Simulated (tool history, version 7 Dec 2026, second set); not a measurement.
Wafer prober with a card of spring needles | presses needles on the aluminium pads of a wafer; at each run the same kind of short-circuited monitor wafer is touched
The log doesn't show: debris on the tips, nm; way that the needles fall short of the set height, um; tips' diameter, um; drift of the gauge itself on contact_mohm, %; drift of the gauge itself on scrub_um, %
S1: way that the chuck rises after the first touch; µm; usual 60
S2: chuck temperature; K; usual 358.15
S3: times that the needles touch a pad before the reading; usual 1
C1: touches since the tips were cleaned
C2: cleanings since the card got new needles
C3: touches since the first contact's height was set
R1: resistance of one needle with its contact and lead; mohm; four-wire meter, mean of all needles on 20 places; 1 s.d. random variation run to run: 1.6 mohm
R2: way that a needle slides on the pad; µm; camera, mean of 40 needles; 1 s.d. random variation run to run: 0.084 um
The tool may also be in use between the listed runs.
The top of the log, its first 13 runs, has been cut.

| run | hour | S1 | S2 | S3 | C1 | C2 | C3 | R1 | R2 |
|---|---|---|---|---|---|---|---|---|---|
| 14 | 114.6 | 74 | 358.15 | 1 | 3363 | 52 | 63437 | 265 | 11.26 |
|  | 117.2 | tips cleaned on abrasive film |
| 15 | 121.5 | 60 | 342.15 | 1 | 2052 | 53 | 66744 | 273 | 9.08 |
|  | 126.4 | tips cleaned on abrasive film |
| 16 | 132.1 | 60 | 322.15 | 1 | 2762 | 54 | 71896 | 298 | 9.01 |
|  | 136.3 | tips cleaned on abrasive film |
| 17 | 141.8 | 60 | 358.15 | 2 | 2699 | 55 | 76591 | 241 | 9.04 |
|  | 145.7 | tips cleaned on abrasive film |
| 18 | 151.1 | 60 | 333.15 | 1 | 2645 | 56 | 81084 | 287 | 9.02 |
|  | 155.2 | tips cleaned on abrasive film |
| 19 | 160.6 | 60 | 333.15 | 1 | 2671 | 57 | 85690 | 299 | 9.1 |
|  | 164.4 | tips cleaned on abrasive film |
|  | 173.6 | tips cleaned on abrasive film |
| 20 | 173.6 | 44 | 315.15 | 1 | 6 | 59 | 91925 | 186 | 6.5 |
|  | 182.8 | tips cleaned on abrasive film |
| 21 | 183.8 | 60 | 358.15 | 2 | 515 | 60 | 96880 | 187 | 8.86 |
| 22 | 191.8 | 60 | 358.15 | 1 | 4409 | 60 | 100774 | 330 | 8.9 |
|  | 193 | tips cleaned on abrasive film |
| 23 | 201.4 | 56 | 327.15 | 1 | 4086 | 61 | 105402 | 373 | 8.26 |
|  | 202.3 | tips cleaned on abrasive film |
| 24 | 209.7 | 56 | 328.15 | 1 | 3624 | 62 | 109404 | 343 | 8.27 |
|  | 212.3 | tips cleaned on abrasive film |
| 25 | 220.8 | 60 | 344.15 | 1 | 4140 | 63 | 114771 | 345 | 8.84 |
|  | 221.9 | tips cleaned on abrasive film |
|  | 231.2 | tips cleaned on abrasive film |
| 26 | 231.2 | 60 | 344.15 | 1 | 0 | 65 | 119786 | 180 | 8.82 |
|  | 241.7 | tips cleaned on abrasive film |
| 27 | 244.3 | 68 | 358.15 | 2 | 1311 | 66 | 126142 | 200 | 10.07 |
|  | 251.5 | tips cleaned on abrasive film |
| 28 | 257.5 | 68 | 358.15 | 2 | 2920 | 67 | 132517 | 225 | 10.02 |
|  | 260.7 | tips cleaned on abrasive film |
| 29 | 265 | 60 | 358.15 | 1 | 2092 | 68 | 136124 | 277 | 8.67 |
|  | 269.9 | tips cleaned on abrasive film |
| 30 | 275.1 | 60 | 358.15 | 1 | 2552 | 69 | 141012 | 303 | 8.73 |
|  | 279.8 | tips cleaned on abrasive film |
| 31 | 288.6 | 56 | 310.15 | 1 | 4270 | 70 | 147554 | 391 | 8.07 |
|  | 289.4 | tips cleaned on abrasive film |
| 32 | 294.6 | 56 | 310.15 | 1 | 2562 | 71 | 150448 | 313 | 8.14 |
|  | 299.5 | tips cleaned on abrasive film |
| 33 | 306.3 | 75 | 315.15 | 2 | 3327 | 72 | 156103 | 220 | 11.08 |
|  | 309.1 | tips cleaned on abrasive film |
|  | 319 | tips cleaned on abrasive film |
| 34 | 319.2 | 46 | 315.15 | 1 | 87 | 74 | 162314 | 209 | 6.63 |

Branching from run 34: 3 alternative next runs. What would each branch give?
|  | 328.9 | tips cleaned on abrasive film |
| A | 331.3 | 46 | 342.15 | 1 | 1190 | 75 | 168179 | ? | ? |
|  | 328.9 | tips cleaned on abrasive film |
| B | 331.3 | 75 | 315.15 | 1 | 1190 | 75 | 168179 | ? | ? |
|  | 328.9 | tips cleaned on abrasive film |
| C | 331.3 | 41 | 316.15 | 1 | 1190 | 75 | 168179 | ? | ? |

| run | R1 | R2 |
|---|---|---|
| A | 320 | 6.61 |
| B | 212 | 10.93 |
| C | 363 | 5.76 |
What these runs would have given with no unlogged condition in the tool:
| run | R1 | R2 |
|---|---|---|
| A | 168 | 7.21 |
| B | 150 | 11.53 |
| C | 165 | 6.36 |

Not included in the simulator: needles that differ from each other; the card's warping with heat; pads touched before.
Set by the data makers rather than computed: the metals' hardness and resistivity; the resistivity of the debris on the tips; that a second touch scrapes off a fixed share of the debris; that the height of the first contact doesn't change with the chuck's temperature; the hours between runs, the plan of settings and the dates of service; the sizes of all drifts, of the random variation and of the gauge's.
